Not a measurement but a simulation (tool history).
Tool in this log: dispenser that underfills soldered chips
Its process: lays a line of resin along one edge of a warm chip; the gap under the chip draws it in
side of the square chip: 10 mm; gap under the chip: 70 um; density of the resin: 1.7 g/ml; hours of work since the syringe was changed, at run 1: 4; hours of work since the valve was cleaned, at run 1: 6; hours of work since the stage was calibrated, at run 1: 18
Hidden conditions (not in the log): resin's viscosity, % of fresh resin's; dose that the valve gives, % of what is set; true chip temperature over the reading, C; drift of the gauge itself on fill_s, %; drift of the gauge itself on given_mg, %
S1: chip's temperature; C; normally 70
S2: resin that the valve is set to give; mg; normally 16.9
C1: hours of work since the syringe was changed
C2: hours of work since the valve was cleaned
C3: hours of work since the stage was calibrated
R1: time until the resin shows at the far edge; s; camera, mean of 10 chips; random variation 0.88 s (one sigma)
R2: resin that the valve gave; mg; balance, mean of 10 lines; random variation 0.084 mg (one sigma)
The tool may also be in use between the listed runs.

run 1 hour=0 | S1=70 S2=16.9 | C1=4 C2=6 C3=18 | R1=115.5 R2=16.71
-- hour=9.1 new syringe of resin
run 2 hour=14.3 | S1=70 S2=16.9 | C1=3 C2=15 C3=26 | R1=109.2 R2=16.61
-- hour=24.9 new syringe of resin
run 3 hour=31.3 | S1=58 S2=16.9 | C1=4 C2=25 C3=37 | R1=170.7 R2=16.36
-- hour=40 new syringe of resin
run 4 hour=44.1 | S1=70 S2=16.9 | C1=3 C2=33 C3=44 | R1=101 R2=16.47
run 5 hour=52.8 | S1=70 S2=16.9 | C1=8 C2=39 C3=50 | R1=153.8 R2=16.29
-- hour=55.3 new syringe of resin
run 6 hour=63.5 | S1=70 S2=16.9 | C1=5 C2=45 C3=56 | R1=124.5 R2=16.14
-- hour=71.1 new syringe of resin
run 7 hour=80.8 | S1=70 S2=15 | C1=6 C2=56 C3=67 | R1=140.5 R2=14.09
-- hour=86.4 new syringe of resin
run 8 hour=98.6 | S1=75 S2=16.9 | C1=8 C2=66 C3=78 | R1=127.4 R2=15.88
-- hour=101.5 new syringe of resin
run 9 hour=111.5 | S1=70 S2=16.9 | C1=6 C2=74 C3=85 | R1=133 R2=15.78
-- hour=116.7 dispensing valve cleaned and set on the balance
-- hour=118.6 new syringe of resin
run 10 hour=123.2 | S1=81 S2=16.9 | C1=3 C2=4 C3=92 | R1=72.6 R2=16.65
-- hour=133.4 new syringe of resin
run 11 hour=137.6 | S1=81 S2=16.9 | C1=3 C2=13 C3=101 | R1=70.8 R2=16.65
run 12 hour=146 | S1=81 S2=16.9 | C1=8 C2=18 C3=106 | R1=105.3 R2=16.58
-- hour=148.4 new syringe of resin
run 13 hour=159.7 | S1=70 S2=16.9 | C1=7 C2=26 C3=114 | R1=140 R2=16.11
-- hour=163.4 new syringe of resin
run 14 hour=172.1 | S1=70 S2=16.9 | C1=5 C2=34 C3=122 | R1=125.4 R2=16.18
-- hour=178.5 new syringe of resin
run 15 hour=181.3 | S1=70 S2=15 | C1=2 C2=39 C3=127 | R1=96.1 R2=14.18
-- hour=193.7 new syringe of resin
run 16 hour=195.1 | S1=70 S2=15 | C1=1 C2=47 C3=135 | R1=91 R2=14.08
-- hour=208.7 new syringe of resin
run 17 hour=210.7 | S1=79 S2=14.6 | C1=1 C2=57 C3=145 | R1=70.9 R2=13.63
-- hour=223.5 new syringe of resin
run 18 hour=225.5 | S1=71 S2=21.2 | C1=1 C2=66 C3=154 | R1=81.7 R2=19.63
-- hour=238.3 new syringe of resin
run 19 hour=242.5 | S1=71 S2=21.2 | C1=3 C2=76 C3=164 | R1=92.8 R2=19.46
-- hour=244.9 dispensing valve cleaned and set on the balance
-- hour=255 new syringe of resin
run 20 hour=259.8 | S1=82 S2=21.1 | C1=3 C2=9 C3=174 | R1=66.2 R2=21.19
-- hour=270.2 new syringe of resin
run 21 hour=270.2 | S1=67 S2=16.5 | C1=0 C2=15 C3=180 | R1=87.5 R2=16.3
run 22 hour=282.7 | S1=77 S2=15.5 | C1=8 C2=23 C3=188 | R1=116.7 R2=15.27
-- hour=286.1 new syringe of resin
-- hour=300.9 new syringe of resin
run 23 hour=300.9 | S1=62 S2=15.5 | C1=0 C2=34 C3=199 | R1=106.9 R2=14.89
run 24 hour=312.3 | S1=61 S2=15.6 | C1=7 C2=41 C3=206 | R1=192.2 R2=14.95
-- hour=316.4 new syringe of resin
run 25 hour=327 | S1=80 S2=20.8 | C1=7 C2=50 C3=215 | R1=93.4 R2=19.64
-- hour=331.5 new syringe of resin
run 26 hour=341.2 | S1=80 S2=20.8 | C1=6 C2=59 C3=224 | R1=89.9 R2=19.62
-- hour=346.4 new syringe of resin
run 27 hour=351.1 | S1=80 S2=20.8 | C1=3 C2=65 C3=230 | R1=69.3 R2=19.52

Alternative continuations, all from the tool just after run 27; predict every row:
-- hour=361.8 new syringe of resin
run A hour=363.1 | S1=66 S2=21 | C1=1 C2=72 C3=237 | R1=? R2=?
-- hour=361.8 new syringe of resin
run B hour=363.1 | S1=70 S2=15.5 | C1=1 C2=72 C3=237 | R1=? R2=?
-- hour=361.8 new syringe of resin
run C hour=363.1 | S1=73 S2=20.6 | C1=1 C2=72 C3=237 | R1=? R2=?
-- hour=361.8 new syringe of resin
run D hour=363.1 | S1=81 S2=16.9 | C1=1 C2=72 C3=237 | R1=? R2=?

run=A R1=92.5 R2=19.41
run=B R1=87.5 R2=14.47
run=C R1=74.1 R2=18.96
run=D R1=60 R2=15.54
With no hidden state in the tool, these same runs would have given:
run=A R1=91.9 R2=20.89
run=B R1=85.2 R2=15.56
run=C R1=73.3 R2=20.41
run=D R1=58.6 R2=16.73

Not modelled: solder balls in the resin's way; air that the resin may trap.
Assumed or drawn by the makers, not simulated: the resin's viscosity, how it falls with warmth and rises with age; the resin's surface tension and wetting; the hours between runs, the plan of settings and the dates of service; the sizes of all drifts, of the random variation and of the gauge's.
